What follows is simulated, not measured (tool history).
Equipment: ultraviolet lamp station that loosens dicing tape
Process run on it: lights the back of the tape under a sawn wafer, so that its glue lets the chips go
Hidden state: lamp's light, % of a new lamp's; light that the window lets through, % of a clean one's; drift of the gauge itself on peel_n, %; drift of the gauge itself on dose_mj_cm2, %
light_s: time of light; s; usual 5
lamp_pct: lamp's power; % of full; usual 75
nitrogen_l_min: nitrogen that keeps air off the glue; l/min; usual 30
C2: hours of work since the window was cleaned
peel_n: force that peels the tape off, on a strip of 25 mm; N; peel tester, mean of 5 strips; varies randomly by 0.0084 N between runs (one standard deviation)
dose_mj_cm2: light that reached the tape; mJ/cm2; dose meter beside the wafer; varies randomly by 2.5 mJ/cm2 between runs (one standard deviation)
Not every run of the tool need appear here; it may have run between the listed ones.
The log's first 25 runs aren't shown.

{"run": 26, "hour": 215.7, "light_s": 4, "lamp_pct": 76, "nitrogen_l_min": 30, "hours of work of the lamp": 103, "C2": 35, "peel_n": 0.535, "dose_mj_cm2": 215}
{"run": 27, "hour": 222.9, "light_s": 4, "lamp_pct": 76, "nitrogen_l_min": 30, "hours of work of the lamp": 106, "C2": 38, "peel_n": 0.551, "dose_mj_cm2": 218}
{"run": 28, "hour": 234.6, "light_s": 9, "lamp_pct": 76, "nitrogen_l_min": 28, "hours of work of the lamp": 111, "C2": 43, "peel_n": 0.236, "dose_mj_cm2": 480}
{"run": 29, "hour": 242.2, "light_s": 4, "lamp_pct": 76, "nitrogen_l_min": 28, "hours of work of the lamp": 114, "C2": 46, "peel_n": 0.555, "dose_mj_cm2": 217}
{"run": 30, "hour": 248.8, "light_s": 4, "lamp_pct": 100, "nitrogen_l_min": 26, "hours of work of the lamp": 117, "C2": 49, "peel_n": 0.382, "dose_mj_cm2": 282}
{"run": 31, "hour": 253.8, "light_s": 4, "lamp_pct": 100, "nitrogen_l_min": 26, "hours of work of the lamp": 119, "C2": 51, "peel_n": 0.368, "dose_mj_cm2": 280}
{"run": 32, "hour": 260.7, "light_s": 3, "lamp_pct": 65, "nitrogen_l_min": 30, "hours of work of the lamp": 122, "C2": 54, "peel_n": 1.183, "dose_mj_cm2": 135}
{"run": 33, "hour": 267.9, "light_s": 3, "lamp_pct": 65, "nitrogen_l_min": 30, "hours of work of the lamp": 125, "C2": 57, "peel_n": 1.224, "dose_mj_cm2": 137}
{"run": 34, "hour": 280.1, "light_s": 6, "lamp_pct": 75, "nitrogen_l_min": 43, "hours of work of the lamp": 130, "C2": 62, "peel_n": 0.292, "dose_mj_cm2": 313}
{"run": 35, "hour": 288.4, "light_s": 6, "lamp_pct": 75, "nitrogen_l_min": 43, "hours of work of the lamp": 134, "C2": 65, "peel_n": 0.281, "dose_mj_cm2": 314}
{"run": 36, "hour": 297.2, "light_s": 6, "lamp_pct": 75, "nitrogen_l_min": 43, "hours of work of the lamp": 137, "C2": 69, "peel_n": 0.277, "dose_mj_cm2": 315}
{"run": 37, "hour": 309.4, "light_s": 9, "lamp_pct": 60, "nitrogen_l_min": 43, "hours of work of the lamp": 142, "C2": 74, "peel_n": 0.252, "dose_mj_cm2": 373}
{"run": 38, "hour": 319.4, "light_s": 9, "lamp_pct": 60, "nitrogen_l_min": 43, "hours of work of the lamp": 146, "C2": 78, "peel_n": 0.241, "dose_mj_cm2": 373}

The next listed run, before its measurement:
{"run": 39, "hour": 325.3, "light_s": 3, "lamp_pct": 60, "nitrogen_l_min": 14, "hours of work of the lamp": 149, "C2": 80, "peel_n": "?", "dose_mj_cm2": "?"}

peel_n: 1.662 N
dose_mj_cm2: 126 mJ/cm2
The same run, on a tool lacking any hidden state, would have yielded peel_n 1.430 N, dose_mj_cm2 141 mJ/cm2.
